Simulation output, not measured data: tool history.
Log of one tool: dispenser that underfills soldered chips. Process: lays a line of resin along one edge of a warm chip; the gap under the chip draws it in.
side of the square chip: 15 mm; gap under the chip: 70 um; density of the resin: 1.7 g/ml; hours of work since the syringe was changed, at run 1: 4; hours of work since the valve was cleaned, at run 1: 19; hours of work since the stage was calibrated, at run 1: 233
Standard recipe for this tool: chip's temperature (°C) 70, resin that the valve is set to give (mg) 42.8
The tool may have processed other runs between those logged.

| run | hour | chip's temperature (°C) | resin that the valve is set to give (mg) | hours of work since the syringe was changed | hours of work since the valve was cleaned | hours of work since the stage was calibrated | time until the resin shows at the far edge (s) | resin that the valve gave (mg) |
|---|---|---|---|---|---|---|---|---|
| 1 | 0.0 | 70 | 42.8 | 4 | 19 | 233 | 247.2 | 42.39 |
|  | 7.6 | new syringe of resin |
| 2 | 12.6 | 70 | 42.8 | 4 | 28 | 241 | 245.2 | 42.30 |
| 3 | 19.7 | 70 | 42.8 | 9 | 33 | 246 | 314.8 | 42.13 |
|  | 20.6 | new syringe of resin |
| 4 | 26.7 | 59 | 42.8 | 4 | 38 | 251 | 450.2 | 41.99 |
| 5 | 32.8 | 59 | 42.8 | 9 | 42 | 255 | 551.1 | 41.91 |
|  | 34.4 | new syringe of resin |
| 6 | 40.2 | 59 | 44.8 | 4 | 47 | 260 | 434.4 | 43.78 |
|  | 47.8 | new syringe of resin |
| 7 | 48.5 | 59 | 44.8 | 0 | 53 | 266 | 365.5 | 43.67 |
|  | 60.9 | new syringe of resin |
| 8 | 62.2 | 59 | 44.8 | 1 | 62 | 275 | 371.9 | 43.44 |
| 9 | 71.4 | 70 | 42.8 | 7 | 68 | 282 | 297.0 | 41.53 |
|  | 74.3 | new syringe of resin |
|  | 80.6 | dispensing valve cleaned and set on the balance |
| 10 | 80.8 | 63 | 42.8 | 4 | 0 | 288 | 353.3 | 42.46 |
|  | 88.7 | new syringe of resin |
| 11 | 94.1 | 63 | 42.8 | 4 | 9 | 297 | 345.2 | 42.43 |
| 12 | 100.9 | 63 | 42.8 | 9 | 14 | 302 | 445.6 | 42.24 |
|  | 102.0 | new syringe of resin |
| 13 | 114.0 | 70 | 42.6 | 8 | 23 | 311 | 312.9 | 42.23 |
|  | 115.5 | new syringe of resin |
| 14 | 126.8 | 70 | 42.6 | 8 | 32 | 320 | 295.5 | 41.63 |
|  | 128.8 | new syringe of resin |
| 15 | 140.9 | 63 | 42.6 | 9 | 42 | 329 | 440.0 | 41.68 |
|  | 142.3 | new syringe of resin |
| 16 | 149.4 | 70 | 42.8 | 5 | 47 | 335 | 262.6 | 41.84 |
|  | 155.9 | new syringe of resin |
| 17 | 160.4 | 70 | 42.8 | 3 | 55 | 343 | 236.8 | 41.44 |
| 18 | 167.3 | 72 | 54.8 | 8 | 60 | 347 | 263.5 | 53.10 |
|  | 168.9 | new syringe of resin |
| 19 | 174.4 | 80 | 38.7 | 4 | 65 | 352 | 152.9 | 37.56 |
|  | 182.7 | new syringe of resin |
| 20 | 182.9 | 64 | 37.2 | 0 | 70 | 358 | 283.6 | 35.86 |
|  | 188.7 | dispensing valve cleaned and set on the balance |
| 21 | 190.8 | 64 | 37.2 | 5 | 1 | 363 | 343.9 | 36.71 |
|  | 197.1 | new syringe of resin |
| 22 | 203.4 | 71 | 42.8 | 4 | 10 | 372 | 233.3 | 42.39 |
|  | 210.0 | new syringe of resin |
| 23 | 216.9 | 71 | 42.8 | 5 | 20 | 381 | 241.2 | 42.43 |
|  | 223.1 | new syringe of resin |
| 24 | 228.8 | 79 | 42.8 | 4 | 28 | 389 | 162.8 | 41.99 |
|  | 236.3 | new syringe of resin |
| 25 | 239.4 | 59 | 39.5 | 2 | 35 | 396 | 392.3 | 38.69 |
|  | 249.2 | new syringe of resin |
| 26 | 249.4 | 76 | 45.5 | 0 | 42 | 403 | 150.5 | 44.64 |
| 27 | 260.8 | 79 | 42.8 | 8 | 50 | 411 | 193.9 | 41.85 |
|  | 262.1 | new syringe of resin |
| 28 | 273.1 | 77 | 47.0 | 8 | 58 | 420 | 202.3 | 45.65 |
|  | 275.8 | new syringe of resin |
| 29 | 281.8 | 77 | 47.0 | 4 | 64 | 426 | 178.4 | 45.17 |
|  | 288.6 | new syringe of resin |
| 30 | 290.1 | 72 | 54.9 | 1 | 70 | 431 | 182.4 | 53.03 |
|  | 296.5 | dispensing valve cleaned and set on the balance |
| 31 | 299.5 | 72 | 54.9 | 7 | 2 | 437 | 246.1 | 54.54 |
|  | 303.2 | new syringe of resin |
| 32 | 308.1 | 72 | 54.9 | 3 | 8 | 443 | 204.2 | 54.68 |
|  | 316.3 | new syringe of resin |
| 33 | 317.3 | 69 | 40.0 | 1 | 14 | 449 | 216.7 | 39.74 |
| 34 | 325.2 | 69 | 40.0 | 6 | 20 | 455 | 283.8 | 39.70 |

Forecast each of these 4 alternatives for the next run:
|  | 329.5 | new syringe of resin |
|  | 331.4 | stage's temperature calibrated |
| A | 337.9 | 55 | 38.5 | 5 | 28 | 5 | ? | ? |
|  | 329.5 | new syringe of resin |
|  | 331.4 | stage's temperature calibrated |
| B | 337.9 | 61 | 38.1 | 5 | 28 | 5 | ? | ? |
|  | 329.5 | new syringe of resin |
|  | 331.4 | stage's temperature calibrated |
| C | 337.9 | 62 | 43.4 | 5 | 28 | 5 | ? | ? |
|  | 329.5 | new syringe of resin |
|  | 331.4 | stage's temperature calibrated |
| D | 337.9 | 69 | 53.6 | 5 | 28 | 5 | ? | ? |

| run | time until the resin shows at the far edge (s) | resin that the valve gave (mg) |
|---|---|---|
| A | 612.0 | 37.81 |
| B | 453.9 | 37.43 |
| C | 419.9 | 42.78 |
| D | 285.5 | 52.73 |
Without the tool's unlogged condition, the same runs would have read:
| run | time until the resin shows at the far edge (s) | resin that the valve gave (mg) |
|---|---|---|
| A | 463.9 | 38.38 |
| B | 344.1 | 37.99 |
| C | 318.9 | 43.43 |
| D | 217.1 | 53.53 |
